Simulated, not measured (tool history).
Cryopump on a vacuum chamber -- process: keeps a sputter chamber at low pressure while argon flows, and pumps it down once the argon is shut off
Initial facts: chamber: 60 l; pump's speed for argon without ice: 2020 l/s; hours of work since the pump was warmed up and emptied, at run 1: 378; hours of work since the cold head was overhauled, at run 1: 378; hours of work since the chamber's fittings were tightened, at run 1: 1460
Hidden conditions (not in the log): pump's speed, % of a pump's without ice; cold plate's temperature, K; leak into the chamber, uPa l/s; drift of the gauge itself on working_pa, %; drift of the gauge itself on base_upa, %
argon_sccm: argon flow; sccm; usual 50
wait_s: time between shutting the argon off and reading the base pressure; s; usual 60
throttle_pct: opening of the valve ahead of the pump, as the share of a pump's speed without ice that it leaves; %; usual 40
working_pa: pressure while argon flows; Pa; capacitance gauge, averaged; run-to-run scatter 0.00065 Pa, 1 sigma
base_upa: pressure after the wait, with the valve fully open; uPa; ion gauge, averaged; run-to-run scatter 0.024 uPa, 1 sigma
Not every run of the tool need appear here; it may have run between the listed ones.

run,hour,argon_sccm,wait_s,throttle_pct,hours of work since the pump was warmed up and emptied,hours of work since the cold head was overhauled,hours of work since the chamber's fittings were tightened,working_pa,base_upa
1,0.0,50,60,40,378,378,1460,0.1100,1.49
2,52.3,50,60,22,403,403,1484,0.1951,1.49
3,95.5,50,60,22,423,423,1505,0.1957,1.48
4,146.0,50,60,22,447,447,1528,0.1939,1.50
5,184.3,50,60,22,465,465,1546,0.1961,1.49
6,237.8,21,60,22,490,490,1571,0.0823,1.53
7,293.0,21,60,22,516,516,1597,0.0833,1.56
8,347.4,50,60,40,541,541,1623,0.1125,1.56
9,386.5,50,60,40,559,559,1641,0.1137,1.63
10,428.2,50,60,40,579,579,1661,0.1126,1.60
11,461.4,50,60,40,594,594,1676,0.1131,1.65
12,514.8,50,296,40,619,619,1701,0.1132,1.08
13,549.5,50,296,40,636,636,1717,0.1133,1.11
14,591.3,50,296,40,655,655,1737,0.1133,1.05
15,633.6,50,296,40,675,675,1757,0.1132,1.09
16,674.6,50,60,40,694,694,1776,0.1157,1.69
17,716.1,50,30,40,714,714,1795,0.1159,2.39
18,751.9,50,30,40,731,731,1812,0.1143,2.46
19,782.6,50,30,40,745,745,1827,0.1153,2.47
20,820.0,63,39,24,762,762,1844,0.2355,2.14
21,851.2,30,60,40,777,777,1859,0.0693,1.75
22,886.5,73,60,40,794,794,1875,0.1695,1.78
23,914.2,73,60,40,807,807,1888,0.1703,1.74
24,970.0,48,59,26,833,833,1914,0.1648,1.86
25,1006.3,48,59,26,850,850,1931,0.1666,1.80
26,1044.7,48,86,32,868,868,1949,0.1383,1.60
27,1090.8,48,181,23,889,889,1971,0.1885,1.42
28,1140.2,55,181,23,912,912,1994,0.2159,1.37
29,1171.8,55,181,23,927,927,2009,0.2162,1.38
30,1223.6,41,60,58,952,952,2033,0.0717,1.99

Estimate the outcome of run 31 from the log above:
31,1278.0,50,265,38,977,977,2059,?,?

working_pa: 0.1260 Pa
base_upa: 1.39 uPa
With the hidden condition absent and the run-to-run variation left alone, this run would have shown working_pa 0.1105 Pa, base_upa 0.32 uPa.
